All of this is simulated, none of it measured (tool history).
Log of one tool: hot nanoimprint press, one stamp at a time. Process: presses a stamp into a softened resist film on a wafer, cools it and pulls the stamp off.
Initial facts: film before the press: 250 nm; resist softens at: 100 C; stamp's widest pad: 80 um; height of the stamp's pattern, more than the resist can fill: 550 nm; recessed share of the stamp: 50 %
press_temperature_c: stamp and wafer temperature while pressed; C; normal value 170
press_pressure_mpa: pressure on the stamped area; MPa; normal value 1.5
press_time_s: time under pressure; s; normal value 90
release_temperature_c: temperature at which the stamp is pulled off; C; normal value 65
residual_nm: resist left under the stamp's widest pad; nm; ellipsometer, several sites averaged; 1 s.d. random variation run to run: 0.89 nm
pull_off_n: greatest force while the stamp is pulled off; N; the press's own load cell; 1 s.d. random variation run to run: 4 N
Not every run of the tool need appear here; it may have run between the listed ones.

| run | day | press_temperature_c | press_pressure_mpa | press_time_s | release_temperature_c | residual_nm | pull_off_n |
|---|---|---|---|---|---|---|---|
| 1 | 0 | 170 | 1.5 | 90 | 65 | 126.2 | 211 |
| 2 | 0.483 | 163 | 1.5 | 90 | 65 | 171.2 | 213 |
| 3 | 0.925 | 163 | 1.5 | 90 | 65 | 170.8 | 220 |
| 4 | 1.408 | 170 | 1.5 | 90 | 65 | 126.6 | 210 |
| 5 | 1.729 | 170 | 1.5 | 90 | 65 | 127.9 | 219 |
| 6 | 2.212 | 170 | 1.5 | 90 | 65 | 125.8 | 220 |
| 7 | 2.829 | 170 | 1.5 | 90 | 65 | 126.7 | 228 |
| 8 | 3.358 | 170 | 1.5 | 90 | 65 | 128.4 | 231 |
| 9 | 4.012 | 170 | 1.5 | 90 | 65 | 128.5 | 230 |
| 10 | 4.458 | 170 | 1.5 | 90 | 65 | 129 | 225 |
| 11 | 5.038 | 170 | 1.5 | 90 | 65 | 129.2 | 234 |
| 12 | 5.367 | 170 | 1.5 | 90 | 65 | 128.6 | 243 |
| 13 | 5.838 | 170 | 1.5 | 90 | 65 | 128.8 | 235 |
| 14 | 6.275 | 170 | 1.5 | 90 | 65 | 128 | 243 |
| 15 | 6.588 | 170 | 1.37 | 90 | 65 | 133.5 | 237 |
| 16 | 7.283 | 170 | 1.94 | 130 | 65 | 98.7 | 237 |
| 17 | 7.888 | 170 | 1.94 | 130 | 65 | 98.3 | 257 |
|  | 8.525 | plate thermocouple calibrated |
| 18 | 8.717 | 170 | 1.67 | 90 | 65 | 116.9 | 245 |
|  | 9.25 | stamp cleaned and given a new release coat |
| 19 | 9.396 | 181 | 1.54 | 82 | 52 | 77.2 | 267 |

For run 20, what comes out?
| 20 | 10.067 | 181 | 1.54 | 82 | 52 | ? | ? |

residual_nm: 75.5 nm
pull_off_n: 274 N
Minus the tool's unlogged condition, the same run would have read residual_nm 74.4 nm, pull_off_n 268 N.

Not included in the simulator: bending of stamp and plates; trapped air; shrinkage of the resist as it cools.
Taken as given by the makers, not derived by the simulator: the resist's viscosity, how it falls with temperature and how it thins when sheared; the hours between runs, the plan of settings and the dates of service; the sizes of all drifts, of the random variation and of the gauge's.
